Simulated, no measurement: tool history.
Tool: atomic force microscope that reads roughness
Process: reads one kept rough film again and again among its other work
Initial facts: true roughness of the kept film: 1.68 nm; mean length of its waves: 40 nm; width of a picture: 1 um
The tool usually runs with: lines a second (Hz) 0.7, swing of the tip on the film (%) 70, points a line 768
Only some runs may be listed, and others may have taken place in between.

run,day,lines a second (Hz),swing of the tip on the film (%),points a line,roughness of the kept film (nm (root mean square))
1,0,0.7,70,768,1.422
2,0.788,0.7,70,345,1.407
# day 1.367: new tip fitted
3,2.412,0.7,70,345,1.506
4,3.542,0.7,70,345,1.478
5,4.871,0.7,70,345,1.427
6,6.138,0.7,70,345,1.415
# day 7.058: new tip fitted
7,7.638,0.7,70,345,1.523
8,9.225,0.7,70,345,1.476
9,10.671,0.7,70,345,1.444
10,11.625,0.7,70,345,1.403
11,12.517,1.156,62,768,1.385
# day 12.817: new tip fitted
12,13.521,0.782,70,756,1.519
13,14.812,0.7,55,579,1.507
14,15.762,3.753,83,579,1.131
15,17.004,0.7,55,611,1.456
16,18.367,0.7,55,611,1.425
# day 18.488: new tip fitted
17,20.042,0.626,84,702,1.471
18,21.146,1.111,63,679,1.468
19,22.083,1.111,63,679,1.431
20,23.258,1.111,63,679,1.396

For some of the steps in roughness of the kept film (nm (root mean square)) from one run to the next: how much would appear even if the tool had no hidden state, given the settings, what came in and random variation, and how much remains for the hidden state plus any gauge scatter that the measured result and the result without hidden state don't share?
The tool's hidden condition here consists of: radius of the tip, nm; height scale over the true one, %; drift of the gauge itself on roughness_nm, %.
Run 6 -> 7: new tip fitted. roughness of the kept film (nm (root mean square)) +0.108: hidden state +0.118, all else -0.01.
Run 11 -> 12: lines a second (Hz) 1.156 -> 0.782, swing of the tip on the film (%) 62 -> 70, points a line 768 -> 756, new tip fitted. roughness of the kept film (nm (root mean square)) +0.134: hidden state +0.134, all else +0.
Run 13 -> 14: lines a second (Hz) 0.7 -> 3.753, swing of the tip on the film (%) 55 -> 83. roughness of the kept film (nm (root mean square)) -0.376: hidden state -0.003, all else -0.373.
Run 14 -> 15: lines a second (Hz) 3.753 -> 0.7, swing of the tip on the film (%) 83 -> 55, points a line 579 -> 611. roughness of the kept film (nm (root mean square)) +0.325: hidden state -0.06, all else +0.385.
